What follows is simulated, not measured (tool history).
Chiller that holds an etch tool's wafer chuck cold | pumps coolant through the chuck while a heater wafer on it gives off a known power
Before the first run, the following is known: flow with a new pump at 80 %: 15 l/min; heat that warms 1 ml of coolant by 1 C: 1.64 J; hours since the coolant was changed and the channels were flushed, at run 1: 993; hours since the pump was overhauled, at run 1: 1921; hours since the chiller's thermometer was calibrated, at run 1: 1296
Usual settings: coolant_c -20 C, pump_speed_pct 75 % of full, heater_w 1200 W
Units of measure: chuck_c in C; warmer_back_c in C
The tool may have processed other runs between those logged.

| run | hour | coolant_c | pump_speed_pct | heater_w | hours since the coolant was changed and the channels were flushed | hours since the pump was overhauled | hours since the chiller's thermometer was calibrated | chuck_c | warmer_back_c |
|---|---|---|---|---|---|---|---|---|---|
| 1 | 0 | -20 | 75 | 1200 | 993 | 1921 | 1296 | -9 | 3.16 |
| 2 | 58.9 | -20 | 75 | 1200 | 1052 | 1980 | 1354 | -8.8 | 3.19 |
| 3 | 85.7 | -20 | 75 | 1200 | 1079 | 2006 | 1381 | -8.9 | 3.21 |
| 4 | 122.4 | -20 | 75 | 835 | 1115 | 2043 | 1418 | -12.3 | 2.21 |
| 5 | 179.7 | -20 | 75 | 1200 | 1173 | 2101 | 1475 | -8.8 | 3.2 |
| 6 | 213.8 | -20 | 75 | 1200 | 1207 | 2135 | 1509 | -8.8 | 3.21 |
| 7 | 272.4 | -27 | 75 | 1200 | 1265 | 2193 | 1568 | -15.8 | 3.19 |
| 8 | 314.5 | -27 | 75 | 1200 | 1307 | 2235 | 1610 | -15.8 | 3.27 |
| 9 | 371.4 | -27 | 75 | 1200 | 1364 | 2292 | 1667 | -15.7 | 3.21 |
| 10 | 426.4 | -27 | 75 | 1200 | 1419 | 2347 | 1722 | -15.7 | 3.18 |
| 11 | 455.2 | -27 | 75 | 1200 | 1448 | 2376 | 1751 | -15.5 | 3.18 |
| 12 | 490.2 | -27 | 75 | 1200 | 1483 | 2411 | 1786 | -15.7 | 3.22 |
| 13 | 536.8 | -27 | 75 | 1200 | 1530 | 2458 | 1832 | -15.6 | 3.22 |
| 14 | 592.6 | -28 | 75 | 1200 | 1586 | 2513 | 1888 | -16.5 | 3.22 |
| 15 | 638.1 | -28 | 75 | 1200 | 1631 | 2559 | 1934 | -16.6 | 3.21 |
| 16 | 679.3 | -28 | 75 | 1200 | 1672 | 2600 | 1975 | -16.5 | 3.2 |
| 17 | 704.8 | -20 | 68 | 1672 | 1698 | 2626 | 2000 | -3.2 | 4.95 |
| 18 | 732.7 | -20 | 68 | 1672 | 1726 | 2654 | 2028 | -3 | 4.97 |
| 19 | 785.1 | -14 | 63 | 781 | 1778 | 2706 | 2081 | -5.5 | 2.46 |
| 20 | 813.1 | -14 | 63 | 781 | 1806 | 2734 | 2109 | -5.5 | 2.49 |

Run 21 has not been measured yet. What should we expect?
| 21 | 861 | -14 | 63 | 781 | 1854 | 2782 | 2157 | ? | ? |

Logged for run 21: chuck_c -5.5 C, warmer_back_c 2.5 C.
If the tool had no hidden condition, the same run with the same run-to-run variation would have returned chuck_c -6.5 C, warmer_back_c 2.43 C.
